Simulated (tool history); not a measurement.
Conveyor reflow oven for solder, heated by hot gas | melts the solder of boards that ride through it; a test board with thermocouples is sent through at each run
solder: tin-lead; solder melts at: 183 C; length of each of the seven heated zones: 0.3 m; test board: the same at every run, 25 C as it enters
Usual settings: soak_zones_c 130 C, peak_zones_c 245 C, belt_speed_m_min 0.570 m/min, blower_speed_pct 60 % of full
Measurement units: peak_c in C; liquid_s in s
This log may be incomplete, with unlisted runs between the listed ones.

{"run": 1, "day": 0.0, "soak_zones_c": 130, "peak_zones_c": 245, "belt_speed_m_min": 0.57, "blower_speed_pct": 60, "peak_c": 223.5, "liquid_s": 48.3}
{"day": 0.521, "done": "flux residue cleaned out of gas plates and filters"}
{"run": 2, "day": 0.804, "soak_zones_c": 130, "peak_zones_c": 245, "belt_speed_m_min": 0.628, "blower_speed_pct": 60, "peak_c": 219.2, "liquid_s": 41.5}
{"run": 3, "day": 1.179, "soak_zones_c": 130, "peak_zones_c": 245, "belt_speed_m_min": 0.628, "blower_speed_pct": 60, "peak_c": 219.1, "liquid_s": 41.3}
{"run": 4, "day": 1.562, "soak_zones_c": 130, "peak_zones_c": 245, "belt_speed_m_min": 0.628, "blower_speed_pct": 60, "peak_c": 219.4, "liquid_s": 41.4}
{"run": 5, "day": 2.146, "soak_zones_c": 130, "peak_zones_c": 245, "belt_speed_m_min": 0.57, "blower_speed_pct": 60, "peak_c": 223.1, "liquid_s": 48.4}
{"run": 6, "day": 2.471, "soak_zones_c": 135, "peak_zones_c": 245, "belt_speed_m_min": 0.57, "blower_speed_pct": 60, "peak_c": 224.4, "liquid_s": 50.1}
{"run": 7, "day": 2.908, "soak_zones_c": 135, "peak_zones_c": 245, "belt_speed_m_min": 0.57, "blower_speed_pct": 60, "peak_c": 224.5, "liquid_s": 50.5}
{"run": 8, "day": 3.404, "soak_zones_c": 130, "peak_zones_c": 245, "belt_speed_m_min": 0.57, "blower_speed_pct": 60, "peak_c": 223.3, "liquid_s": 48.3}
{"run": 9, "day": 3.975, "soak_zones_c": 130, "peak_zones_c": 245, "belt_speed_m_min": 0.57, "blower_speed_pct": 60, "peak_c": 223.5, "liquid_s": 48.5}
{"run": 10, "day": 4.371, "soak_zones_c": 130, "peak_zones_c": 245, "belt_speed_m_min": 0.57, "blower_speed_pct": 60, "peak_c": 223.7, "liquid_s": 48.4}
{"run": 11, "day": 4.983, "soak_zones_c": 130, "peak_zones_c": 245, "belt_speed_m_min": 0.57, "blower_speed_pct": 60, "peak_c": 223.1, "liquid_s": 48.6}
{"run": 12, "day": 5.512, "soak_zones_c": 130, "peak_zones_c": 245, "belt_speed_m_min": 0.57, "blower_speed_pct": 60, "peak_c": 223.0, "liquid_s": 48.1}
{"run": 13, "day": 5.779, "soak_zones_c": 130, "peak_zones_c": 245, "belt_speed_m_min": 0.526, "blower_speed_pct": 60, "peak_c": 226.1, "liquid_s": 54.7}
{"run": 14, "day": 6.158, "soak_zones_c": 130, "peak_zones_c": 245, "belt_speed_m_min": 0.526, "blower_speed_pct": 60, "peak_c": 226.2, "liquid_s": 54.8}
{"run": 15, "day": 6.729, "soak_zones_c": 130, "peak_zones_c": 240, "belt_speed_m_min": 0.57, "blower_speed_pct": 60, "peak_c": 219.2, "liquid_s": 46.1}
{"run": 16, "day": 7.221, "soak_zones_c": 130, "peak_zones_c": 240, "belt_speed_m_min": 0.57, "blower_speed_pct": 60, "peak_c": 219.0, "liquid_s": 46.1}
{"run": 17, "day": 7.571, "soak_zones_c": 137, "peak_zones_c": 237, "belt_speed_m_min": 0.57, "blower_speed_pct": 60, "peak_c": 218.2, "liquid_s": 47.0}
{"run": 18, "day": 8.054, "soak_zones_c": 116, "peak_zones_c": 238, "belt_speed_m_min": 0.511, "blower_speed_pct": 51, "peak_c": 214.8, "liquid_s": 44.1}
{"run": 19, "day": 8.379, "soak_zones_c": 132, "peak_zones_c": 245, "belt_speed_m_min": 0.57, "blower_speed_pct": 60, "peak_c": 223.5, "liquid_s": 49.2}
{"run": 20, "day": 8.854, "soak_zones_c": 132, "peak_zones_c": 245, "belt_speed_m_min": 0.57, "blower_speed_pct": 60, "peak_c": 223.5, "liquid_s": 49.0}
{"run": 21, "day": 9.288, "soak_zones_c": 132, "peak_zones_c": 259, "belt_speed_m_min": 0.56, "blower_speed_pct": 60, "peak_c": 236.5, "liquid_s": 56.8}
{"run": 22, "day": 9.608, "soak_zones_c": 130, "peak_zones_c": 250, "belt_speed_m_min": 0.609, "blower_speed_pct": 88, "peak_c": 234.7, "liquid_s": 51.0}
{"run": 23, "day": 9.996, "soak_zones_c": 144, "peak_zones_c": 250, "belt_speed_m_min": 0.679, "blower_speed_pct": 88, "peak_c": 232.8, "liquid_s": 48.2}
{"run": 24, "day": 10.625, "soak_zones_c": 144, "peak_zones_c": 250, "belt_speed_m_min": 0.679, "blower_speed_pct": 88, "peak_c": 233.5, "liquid_s": 48.2}
{"run": 25, "day": 11.133, "soak_zones_c": 130, "peak_zones_c": 238, "belt_speed_m_min": 0.57, "blower_speed_pct": 54, "peak_c": 214.3, "liquid_s": 42.5}
{"run": 26, "day": 11.479, "soak_zones_c": 130, "peak_zones_c": 238, "belt_speed_m_min": 0.57, "blower_speed_pct": 54, "peak_c": 214.6, "liquid_s": 42.4}
{"run": 27, "day": 11.817, "soak_zones_c": 119, "peak_zones_c": 259, "belt_speed_m_min": 0.626, "blower_speed_pct": 76, "peak_c": 235.9, "liquid_s": 47.7}
{"run": 28, "day": 12.233, "soak_zones_c": 119, "peak_zones_c": 259, "belt_speed_m_min": 0.626, "blower_speed_pct": 76, "peak_c": 236.1, "liquid_s": 47.8}
{"run": 29, "day": 12.817, "soak_zones_c": 142, "peak_zones_c": 246, "belt_speed_m_min": 0.566, "blower_speed_pct": 57, "peak_c": 225.6, "liquid_s": 53.4}
{"run": 30, "day": 13.125, "soak_zones_c": 142, "peak_zones_c": 246, "belt_speed_m_min": 0.566, "blower_speed_pct": 57, "peak_c": 225.4, "liquid_s": 53.5}

Forecast each of these 3 alternatives for the next run:
{"run": "A", "day": 13.462, "soak_zones_c": 130, "peak_zones_c": 245, "belt_speed_m_min": 0.583, "blower_speed_pct": 74, "peak_c": "?", "liquid_s": "?"}
{"run": "B", "day": 13.462, "soak_zones_c": 132, "peak_zones_c": 245, "belt_speed_m_min": 0.57, "blower_speed_pct": 60, "peak_c": "?", "liquid_s": "?"}
{"run": "C", "day": 13.462, "soak_zones_c": 132, "peak_zones_c": 250, "belt_speed_m_min": 0.57, "blower_speed_pct": 88, "peak_c": "?", "liquid_s": "?"}

run=A peak_c=227.4 liquid_s=50.0
run=B peak_c=223.5 liquid_s=49.1
run=C peak_c=236.9 liquid_s=56.0
Take away the tool's hidden state, keep each run's random variation, and the runs would have read:
run=A peak_c=227.5 liquid_s=50.0
run=B peak_c=223.6 liquid_s=49.2
run=C peak_c=237.0 liquid_s=56.0
